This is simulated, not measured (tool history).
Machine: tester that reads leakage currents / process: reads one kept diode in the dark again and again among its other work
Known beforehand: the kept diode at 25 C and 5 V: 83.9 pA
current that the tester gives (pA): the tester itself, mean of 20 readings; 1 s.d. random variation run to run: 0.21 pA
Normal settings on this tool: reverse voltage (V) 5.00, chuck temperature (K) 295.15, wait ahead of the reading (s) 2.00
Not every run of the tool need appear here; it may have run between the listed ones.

run    hour  reverse voltage (V)  chuck temperature (K)  wait ahead of the reading (s)  current that the tester gives (pA)
  1     0.0                 5.00                 295.15                           2.00                               83.76
  2    80.8                 5.00                 295.15                           2.00                               85.86
  3   230.2                 5.00                 295.15                           2.00                               87.47
  4   403.3                 5.00                 295.15                           2.00                               90.31
  5   531.2                 5.00                 295.15                           2.00                               79.06
  6   640.7                 5.00                 295.15                           2.00                               79.89
  7   820.6                 5.00                 295.15                           2.00                               71.15
  8   917.3                 5.00                 295.15                           2.00                               72.46
  9  1072.3                 5.00                 295.15                           2.00                               74.72
 10  1214.2                 5.00                 295.15                           2.00                               76.61
 11  1378.9                 1.30                 295.15                           2.00                               41.99
 12  1486.9                 5.00                 305.15                           2.00                              169.10
 13  1562.1                 5.00                 305.15                           2.00                              170.49
 14  1649.3                 3.04                 295.15                           2.00                               65.00
 15  1722.0                 5.00                 295.15                           2.00                               83.94
 16  1860.2                 5.00                 295.15                           2.00                               72.79
 17  2026.9                 1.35                 295.15                           2.00                               39.39
 18  2179.3                 5.00                 319.15                           2.00                              425.32
 19  2347.8                 5.00                 319.15                           2.00                              432.24
 20  2436.7                 2.09                 295.15                           2.00                               52.18
 21  2578.6                 5.00                 333.15                           2.00                             1110.78
 22  2669.8                 1.10                 333.15                           2.00                              570.19
 23  2788.0                 1.10                 333.15                           2.00                              574.06
 24  2969.9                 5.92                 314.15                           3.46                              344.26
 25  3063.1                16.17                 315.15                           1.12                              592.42
 26  3176.1                 7.36                 294.15                           0.48                               93.60
 27  3281.7                 5.77                 295.15                           1.16                               75.21
 28  3399.5                 3.06                 295.15                           1.16                               56.70
 29  3549.6                 3.85                 305.15                           9.29                              137.02
 30  3660.9                 2.00                 304.15                           0.49                               97.46
 31  3797.1                19.07                 295.15                           5.69                              148.30
 32  3922.1                19.07                 295.15                           5.69                              152.43
 33  4100.4                 5.00                 308.15                           2.35                              206.97
 34  4180.0                 1.80                 313.15                           1.09                              187.95
 35  4314.5                 1.80                 313.15                           1.09                              190.31
 36  4451.2                 1.80                 313.15                           1.09                              194.31
 37  4533.9                 2.33                 313.15                           1.09                              220.72
 38  4686.1                12.91                 294.15                           0.55                              128.97
 39  4858.9                 1.19                 296.15                           0.35                               43.24

Removed from this log: 6 entries logged between the listed runs. Between which two listed runs does each belong, and how does the tool's hidden state at the listed run before it compare with that at the listed run after it?
After run 4, before run 5: chuck's temperature calibrated (hour 473.4)
  stray current of the dirty probe card, pA a volt: 2.106 -> 2.234; current scale over the true one, %: 0.32 -> 0.37; true chuck temperature over the reading, C: 2.17 -> 0.09
  measured minus no-state result, current that the tester gives (pA): +23.40 -> +11.88
After run 6, before run 7: probe card cleaned and baked (hour 655.3)
  stray current of the dirty probe card, pA a volt: 2.342 -> 0.189; current scale over the true one, %: 0.41 -> 0.47; true chuck temperature over the reading, C: 0.24 -> 0.52
  measured minus no-state result, current that the tester gives (pA): +13.23 -> +4.03
After run 15, before run 16: chuck's temperature calibrated (hour 1827.9)
  stray current of the dirty probe card, pA a volt: 1.108 -> 1.235; current scale over the true one, %: 0.79 -> 0.84; true chuck temperature over the reading, C: 1.85 -> -0.13
  measured minus no-state result, current that the tester gives (pA): +16.78 -> +6.00
After run 23, before run 24: probe card cleaned and baked (hour 2829.7)
  stray current of the dirty probe card, pA a volt: 2.182 -> 0.164; current scale over the true one, %: 1.17 -> 1.23; true chuck temperature over the reading, C: 1.23 -> 1.5
  measured minus no-state result, current that the tester gives (pA): +51.77 -> +39.54
After run 26, before run 27: chuck's temperature calibrated (hour 3192.8)
  stray current of the dirty probe card, pA a volt: 0.355 -> 0.454; current scale over the true one, %: 1.31 -> 1.35; true chuck temperature over the reading, C: 1.81 -> -0.07
  measured minus no-state result, current that the tester gives (pA): +15.22 -> +3.12
After run 37, before run 38: chuck's temperature calibrated (hour 4548.3)
  stray current of the dirty probe card, pA a volt: 1.737 -> 1.889; current scale over the true one, %: 1.81 -> 1.86; true chuck temperature over the reading, C: 1.75 -> 0.17
  measured minus no-state result, current that the tester gives (pA): +32.98 -> +27.68

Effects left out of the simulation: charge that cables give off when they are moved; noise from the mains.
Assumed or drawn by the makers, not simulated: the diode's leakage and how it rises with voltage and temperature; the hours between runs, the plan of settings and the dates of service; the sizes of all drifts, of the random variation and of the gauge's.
